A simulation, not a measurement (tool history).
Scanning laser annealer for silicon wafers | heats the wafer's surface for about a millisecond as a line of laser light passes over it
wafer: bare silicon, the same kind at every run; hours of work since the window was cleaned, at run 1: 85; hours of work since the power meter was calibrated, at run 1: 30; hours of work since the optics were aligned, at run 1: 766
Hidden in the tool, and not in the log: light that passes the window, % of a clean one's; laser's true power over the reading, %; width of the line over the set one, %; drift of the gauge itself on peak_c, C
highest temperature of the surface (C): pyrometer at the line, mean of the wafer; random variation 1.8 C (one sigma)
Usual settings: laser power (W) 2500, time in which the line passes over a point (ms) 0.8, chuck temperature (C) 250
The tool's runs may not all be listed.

| run | hour | laser power (W) | time in which the line passes over a point (ms) | chuck temperature (C) | hours of work since the window was cleaned | hours of work since the power meter was calibrated | hours of work since the optics were aligned | highest temperature of the surface (C) |
|---|---|---|---|---|---|---|---|---|
| 1 | 0 | 2500 | 0.8 | 250 | 85 | 30 | 766 | 1033 |
| 2 | 11 | 2500 | 0.8 | 250 | 90 | 35 | 771 | 1033 |
| 3 | 19.7 | 2500 | 0.766 | 250 | 93 | 38 | 774 | 1015 |
| 4 | 29.6 | 2500 | 0.766 | 250 | 97 | 43 | 779 | 1015 |
| 5 | 34.5 | 2500 | 0.8 | 224 | 100 | 45 | 781 | 1003 |
| 6 | 42.7 | 2448 | 0.8 | 250 | 103 | 48 | 784 | 1008 |
| 7 | 47.9 | 2448 | 0.8 | 250 | 105 | 50 | 786 | 1009 |
| 8 | 58.8 | 2500 | 0.8 | 284 | 110 | 55 | 791 | 1061 |
| 9 | 67.6 | 2500 | 0.697 | 250 | 113 | 59 | 795 | 981 |
| 10 | 75.7 | 2500 | 0.8 | 259 | 117 | 62 | 798 | 1036 |
| 11 | 86.1 | 2136 | 0.706 | 259 | 121 | 67 | 802 | 855 |
| 12 | 94.2 | 2614 | 0.607 | 212 | 125 | 70 | 806 | 938 |
| 13 | 101.8 | 2249 | 0.607 | 234 | 128 | 73 | 809 | 827 |
| 14 | 112 | 2172 | 0.733 | 288 | 132 | 77 | 813 | 905 |
| 15 | 120.3 | 2448 | 0.618 | 220 | 136 | 81 | 817 | 889 |
| 16 | 128.5 | 2500 | 0.852 | 211 | 139 | 84 | 820 | 1009 |
| 17 | 133.7 | 2721 | 0.752 | 214 | 141 | 87 | 823 | 1062 |
| 18 | 143.7 | 2500 | 0.574 | 215 | 146 | 91 | 827 | 882 |
| 19 | 150.9 | 2319 | 0.724 | 250 | 149 | 94 | 830 | 921 |

5 ways to go on from here, each from the tool as it stands after run 19. What would each give?
| A | 157.5 | 2319 | 0.619 | 250 | 151 | 97 | 833 | ? |
| B | 157.5 | 2323 | 0.724 | 250 | 151 | 97 | 833 | ? |
| C | 157.5 | 2541 | 0.739 | 287 | 151 | 97 | 833 | ? |
| D | 157.5 | 2319 | 0.724 | 278 | 151 | 97 | 833 | ? |
| E | 157.5 | 2600 | 0.802 | 228 | 151 | 97 | 833 | ? |

| run | highest temperature of the surface (C) |
|---|---|
| A | 869 |
| B | 919 |
| C | 1053 |
| D | 946 |
| E | 1048 |
Without the tool's hidden state the same runs would have given:
| run | highest temperature of the surface (C) |
|---|---|
| A | 886 |
| B | 938 |
| C | 1074 |
| D | 964 |
| E | 1070 |

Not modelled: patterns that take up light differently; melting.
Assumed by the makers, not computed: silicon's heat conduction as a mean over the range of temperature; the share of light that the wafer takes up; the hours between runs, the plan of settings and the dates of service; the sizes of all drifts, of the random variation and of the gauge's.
